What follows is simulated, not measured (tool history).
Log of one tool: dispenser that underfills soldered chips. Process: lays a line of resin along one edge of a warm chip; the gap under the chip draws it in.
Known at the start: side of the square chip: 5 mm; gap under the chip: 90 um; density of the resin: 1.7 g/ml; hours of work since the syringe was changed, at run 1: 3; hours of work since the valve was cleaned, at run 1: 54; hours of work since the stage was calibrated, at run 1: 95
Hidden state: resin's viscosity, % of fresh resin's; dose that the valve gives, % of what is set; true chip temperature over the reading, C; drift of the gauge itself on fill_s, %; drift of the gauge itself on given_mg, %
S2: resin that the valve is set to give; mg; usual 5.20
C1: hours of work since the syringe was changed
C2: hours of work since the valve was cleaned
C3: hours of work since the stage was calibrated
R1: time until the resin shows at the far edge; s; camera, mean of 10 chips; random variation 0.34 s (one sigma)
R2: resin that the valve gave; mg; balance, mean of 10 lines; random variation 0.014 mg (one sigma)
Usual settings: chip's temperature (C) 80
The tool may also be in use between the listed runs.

{"run": 1, "hour": 0.0, "chip's temperature (C)": 80, "S2": 5.2, "C1": 3, "C2": 54, "C3": 95, "R1": 17.7, "R2": 5.02}
{"run": 2, "hour": 5.5, "chip's temperature (C)": 80, "S2": 5.2, "C1": 7, "C2": 59, "C3": 99, "R1": 20.9, "R2": 5.04}
{"hour": 12.1, "done": "new syringe of resin"}
{"run": 3, "hour": 12.2, "chip's temperature (C)": 80, "S2": 5.2, "C1": 0, "C2": 63, "C3": 104, "R1": 15.9, "R2": 5.01}
{"run": 4, "hour": 18.7, "chip's temperature (C)": 80, "S2": 5.2, "C1": 5, "C2": 68, "C3": 108, "R1": 18.8, "R2": 4.98}
{"run": 5, "hour": 24.5, "chip's temperature (C)": 80, "S2": 5.2, "C1": 9, "C2": 73, "C3": 113, "R1": 22.6, "R2": 4.99}
{"hour": 27.8, "done": "new syringe of resin"}
{"run": 6, "hour": 27.8, "chip's temperature (C)": 80, "S2": 5.2, "C1": 0, "C2": 75, "C3": 115, "R1": 16.1, "R2": 4.97}
{"run": 7, "hour": 32.3, "chip's temperature (C)": 88, "S2": 5.2, "C1": 3, "C2": 78, "C3": 119, "R1": 14.6, "R2": 4.96}
{"run": 8, "hour": 35.9, "chip's temperature (C)": 88, "S2": 5.2, "C1": 6, "C2": 81, "C3": 121, "R1": 16.3, "R2": 4.94}
{"run": 9, "hour": 41.8, "chip's temperature (C)": 80, "S2": 4.89, "C1": 11, "C2": 86, "C3": 126, "R1": 25.3, "R2": 4.65}
{"hour": 43.7, "done": "new syringe of resin"}
{"run": 10, "hour": 47.0, "chip's temperature (C)": 80, "S2": 4.89, "C1": 3, "C2": 89, "C3": 130, "R1": 18.2, "R2": 4.62}
{"run": 11, "hour": 51.6, "chip's temperature (C)": 80, "S2": 4.89, "C1": 6, "C2": 93, "C3": 133, "R1": 20.8, "R2": 4.63}
{"run": 12, "hour": 54.7, "chip's temperature (C)": 80, "S2": 5.2, "C1": 8, "C2": 95, "C3": 135, "R1": 22.7, "R2": 4.93}
{"hour": 58.0, "done": "dispensing valve cleaned and set on the balance"}
{"hour": 60.4, "done": "new syringe of resin"}
{"run": 13, "hour": 62.4, "chip's temperature (C)": 80, "S2": 5.2, "C1": 2, "C2": 3, "C3": 140, "R1": 16.6, "R2": 5.22}
{"run": 14, "hour": 66.8, "chip's temperature (C)": 80, "S2": 5.2, "C1": 5, "C2": 6, "C3": 143, "R1": 18.9, "R2": 5.18}
{"run": 15, "hour": 72.0, "chip's temperature (C)": 80, "S2": 5.2, "C1": 9, "C2": 10, "C3": 147, "R1": 22.3, "R2": 5.18}
{"hour": 76.0, "done": "new syringe of resin"}
{"run": 16, "hour": 78.7, "chip's temperature (C)": 80, "S2": 5.2, "C1": 2, "C2": 15, "C3": 152, "R1": 17.3, "R2": 5.18}
{"run": 17, "hour": 81.5, "chip's temperature (C)": 80, "S2": 5.96, "C1": 4, "C2": 17, "C3": 154, "R1": 18.9, "R2": 5.93}
{"run": 18, "hour": 87.2, "chip's temperature (C)": 80, "S2": 6.04, "C1": 9, "C2": 22, "C3": 159, "R1": 21.7, "R2": 5.99}
{"hour": 91.7, "done": "new syringe of resin"}
{"run": 19, "hour": 94.0, "chip's temperature (C)": 80, "S2": 6.04, "C1": 2, "C2": 27, "C3": 164, "R1": 16.7, "R2": 5.98}
{"run": 20, "hour": 98.8, "chip's temperature (C)": 88, "S2": 6.3, "C1": 5, "C2": 30, "C3": 167, "R1": 15.6, "R2": 6.2}
{"run": 21, "hour": 104.1, "chip's temperature (C)": 88, "S2": 6.3, "C1": 9, "C2": 34, "C3": 171, "R1": 18.3, "R2": 6.22}
{"hour": 107.4, "done": "new syringe of resin"}
{"run": 22, "hour": 109.5, "chip's temperature (C)": 82, "S2": 5.2, "C1": 2, "C2": 38, "C3": 175, "R1": 15.4, "R2": 5.12}
{"run": 23, "hour": 112.6, "chip's temperature (C)": 82, "S2": 4.69, "C1": 4, "C2": 41, "C3": 178, "R1": 18.5, "R2": 4.57}
{"run": 24, "hour": 116.7, "chip's temperature (C)": 82, "S2": 4.69, "C1": 7, "C2": 44, "C3": 181, "R1": 21.6, "R2": 4.59}
{"run": 25, "hour": 122.5, "chip's temperature (C)": 82, "S2": 4.69, "C1": 11, "C2": 48, "C3": 185, "R1": 25.4, "R2": 4.59}
{"hour": 123.4, "done": "new syringe of resin"}
{"run": 26, "hour": 127.4, "chip's temperature (C)": 72, "S2": 6.23, "C1": 3, "C2": 52, "C3": 189, "R1": 23.0, "R2": 6.06}
{"run": 27, "hour": 131.6, "chip's temperature (C)": 72, "S2": 5.43, "C1": 6, "C2": 55, "C3": 192, "R1": 25.4, "R2": 5.26}
{"run": 28, "hour": 135.9, "chip's temperature (C)": 72, "S2": 5.43, "C1": 9, "C2": 58, "C3": 195, "R1": 29.1, "R2": 5.27}
{"hour": 139.3, "done": "new syringe of resin"}
{"run": 29, "hour": 139.6, "chip's temperature (C)": 67, "S2": 4.48, "C1": 0, "C2": 61, "C3": 198, "R1": 25.1, "R2": 4.34}
{"run": 30, "hour": 146.1, "chip's temperature (C)": 67, "S2": 4.48, "C1": 5, "C2": 65, "C3": 203, "R1": 31.0, "R2": 4.35}
{"run": 31, "hour": 151.8, "chip's temperature (C)": 71, "S2": 5.82, "C1": 10, "C2": 70, "C3": 207, "R1": 29.8, "R2": 5.6}
{"hour": 154.9, "done": "new syringe of resin"}
{"run": 32, "hour": 155.3, "chip's temperature (C)": 76, "S2": 5.49, "C1": 0, "C2": 72, "C3": 209, "R1": 17.8, "R2": 5.27}
{"run": 33, "hour": 158.7, "chip's temperature (C)": 93, "S2": 5.67, "C1": 3, "C2": 75, "C3": 212, "R1": 12.0, "R2": 5.46}
{"run": 34, "hour": 161.5, "chip's temperature (C)": 76, "S2": 5.89, "C1": 5, "C2": 77, "C3": 214, "R1": 21.5, "R2": 5.65}
{"run": 35, "hour": 166.1, "chip's temperature (C)": 76, "S2": 5.89, "C1": 9, "C2": 80, "C3": 217, "R1": 24.5, "R2": 5.65}
{"hour": 170.8, "done": "new syringe of resin"}
{"run": 36, "hour": 170.9, "chip's temperature (C)": 76, "S2": 5.89, "C1": 0, "C2": 84, "C3": 221, "R1": 17.3, "R2": 5.62}

How the hidden state differs across the entries between the runs, from the last listed run before each to the first after it:
Between runs 2 and 3: new syringe of resin (hour 12.1)
  resin's viscosity, % of fresh resin's: 131.7 -> 98.5; dose that the valve gives, % of what is set: 96.5 -> 96.23; true chip temperature over the reading, C: -0.06 -> -0.07
  measured less the result without the state, R1: +5.2 -> -0.1 s; R2: -0.18 -> -0.19 mg
Between runs 5 and 6: new syringe of resin (hour 27.8)
  resin's viscosity, % of fresh resin's: 145.6 -> 99.4; dose that the valve gives, % of what is set: 95.75 -> 95.63
  measured less the result without the state, R1: +7.4 -> +0.2 s; R2: -0.22 -> -0.22 mg
Between runs 9 and 10: new syringe of resin (hour 43.7)
  resin's viscosity, % of fresh resin's: 155.3 -> 111.7; dose that the valve gives, % of what is set: 95.02 -> 94.83; true chip temperature over the reading, C: -0.13 -> -0.14
  measured less the result without the state, R1: +9.3 -> +2.3 s; R2: -0.24 -> -0.25 mg
Between runs 12 and 13: dispensing valve cleaned and set on the balance (hour 58.0); new syringe of resin (hour 60.4)
  resin's viscosity, % of fresh resin's: 142.5 -> 105.2; dose that the valve gives, % of what is set: 94.51 -> 100.05; true chip temperature over the reading, C: -0.16 -> -0.17
  measured less the result without the state, R1: +7.0 -> +0.9 s; R2: -0.29 -> +0.01 mg
Between runs 15 and 16: new syringe of resin (hour 76.0)
  resin's viscosity, % of fresh resin's: 143.1 -> 109.9; dose that the valve gives, % of what is set: 99.68 -> 99.41; true chip temperature over the reading, C: -0.19 -> -0.2
  measured less the result without the state, R1: +6.9 -> +1.7 s; R2: -0.02 -> -0.03 mg
Between runs 18 and 19: new syringe of resin (hour 91.7)
  resin's viscosity, % of fresh resin's: 144 -> 109.1; dose that the valve gives, % of what is set: 99.08 -> 98.81; true chip temperature over the reading, C: -0.22 -> -0.23
  measured less the result without the state, R1: +6.8 -> +1.5 s; R2: -0.05 -> -0.07 mg
Between runs 21 and 22: new syringe of resin (hour 107.4)
  resin's viscosity, % of fresh resin's: 150.5 -> 106.6; dose that the valve gives, % of what is set: 98.39 -> 98.18; true chip temperature over the reading, C: -0.25 -> -0.26
  measured less the result without the state, R1: +6.3 -> +1.2 s; R2: -0.10 -> -0.09 mg
Between runs 25 and 26: new syringe of resin (hour 123.4)
  resin's viscosity, % of fresh resin's: 161.6 -> 113.3; dose that the valve gives, % of what is set: 97.61 -> 97.42; true chip temperature over the reading, C: -0.29 -> -0.3
  measured less the result without the state, R1: +10.0 -> +2.9 s; R2: -0.11 -> -0.16 mg
Between runs 28 and 29: new syringe of resin (hour 139.3)
  resin's viscosity, % of fresh resin's: 148.6 -> 100; dose that the valve gives, % of what is set: 97.09 -> 96.95; true chip temperature over the reading, C: -0.32 -> -0.33
  measured less the result without the state, R1: +10.0 -> +0.6 s; R2: -0.16 -> -0.13 mg
Between runs 31 and 32: new syringe of resin (hour 154.9)
  resin's viscosity, % of fresh resin's: 147.9 -> 100.8; dose that the valve gives, % of what is set: 96.44 -> 96.31; true chip temperature over the reading, C: -0.35 -> -0.36
  measured less the result without the state, R1: +10.0 -> +0.5 s; R2: -0.21 -> -0.20 mg
Between runs 35 and 36: new syringe of resin (hour 170.8)
  resin's viscosity, % of fresh resin's: 142.7 -> 100; dose that the valve gives, % of what is set: 95.87 -> 95.7; true chip temperature over the reading, C: -0.38 -> -0.39
  measured less the result without the state, R1: +7.8 -> +0.3 s; R2: -0.24 -> -0.26 mg
